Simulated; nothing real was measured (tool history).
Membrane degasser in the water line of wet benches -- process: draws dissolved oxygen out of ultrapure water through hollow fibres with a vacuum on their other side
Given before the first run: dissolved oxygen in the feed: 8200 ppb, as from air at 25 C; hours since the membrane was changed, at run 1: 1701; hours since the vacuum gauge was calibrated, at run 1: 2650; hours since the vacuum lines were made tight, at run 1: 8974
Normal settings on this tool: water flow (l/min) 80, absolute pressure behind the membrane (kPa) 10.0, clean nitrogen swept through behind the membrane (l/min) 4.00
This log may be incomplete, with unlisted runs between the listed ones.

run	hour	water flow (l/min)	absolute pressure behind the membrane (kPa)	clean nitrogen swept through behind the membrane (l/min)	hours since the membrane was changed	hours since the vacuum gauge was calibrated	hours since the vacuum lines were made tight	dissolved oxygen in the water behind the degasser (ppb)	pressure that the water loses in the fibres (kPa)
1	0.0	80	10.0	4.00	1701	2650	8974	323.3	66.82
2	93.0	80	10.0	4.00	1794	2743	9067	327.0	66.84
3	183.9	80	13.0	4.00	1885	2834	9158	451.8	67.19
4	319.2	80	13.0	4.00	2020	2969	9293	454.0	67.45
5	436.1	80	6.6	4.00	2137	3086	9410	184.3	67.06
6	564.2	80	10.0	4.00	2265	3214	9538	327.7	67.81
7	757.2	80	10.0	4.00	2458	3407	9731	323.7	67.17
8	882.7	66	10.0	4.00	2584	3533	9857	265.8	55.65
9	1070.5	80	10.0	4.00	2772	3721	10045	330.9	67.34
10	1150.4	54	10.0	4.00	2852	3801	10125	216.9	45.52
11	1306.5	54	10.0	4.00	3008	3957	10281	216.0	45.97
12	1449.7	54	10.0	4.00	3151	4100	10424	215.1	45.35
13	1562.7	54	10.0	4.00	3264	4213	10537	217.0	45.62
14	1750.6	80	10.0	4.00	3452	4401	10725	327.7	67.39
15	1842.9	80	10.0	9.98	3544	4493	10817	163.1	67.30
16	1977.3	80	10.0	9.98	3679	4628	10952	164.7	67.82
17	2082.3	80	10.0	9.98	3784	4733	11057	165.2	67.79
18	2189.5	54	22.7	1.78	3891	4840	11164	1112.8	46.04
19	2325.6	93	10.6	1.94	4027	4976	11300	699.6	79.07
# hour 2354.9: vacuum gauge calibrated
20	2429.0	93	19.8	10.08	4130	74	11403	400.0	78.57

Run 21 is up next; what results do you expect?
21	2522.1	92	13.3	4.00	4223	167	11496	?	?

dissolved oxygen in the water behind the degasser (ppb): 535.8
pressure that the water loses in the fibres (kPa): 77.83
Minus the tool's unlogged condition, the same run would have read dissolved oxygen in the water behind the degasser (ppb) 529.9, pressure that the water loses in the fibres (kPa) 76.25.
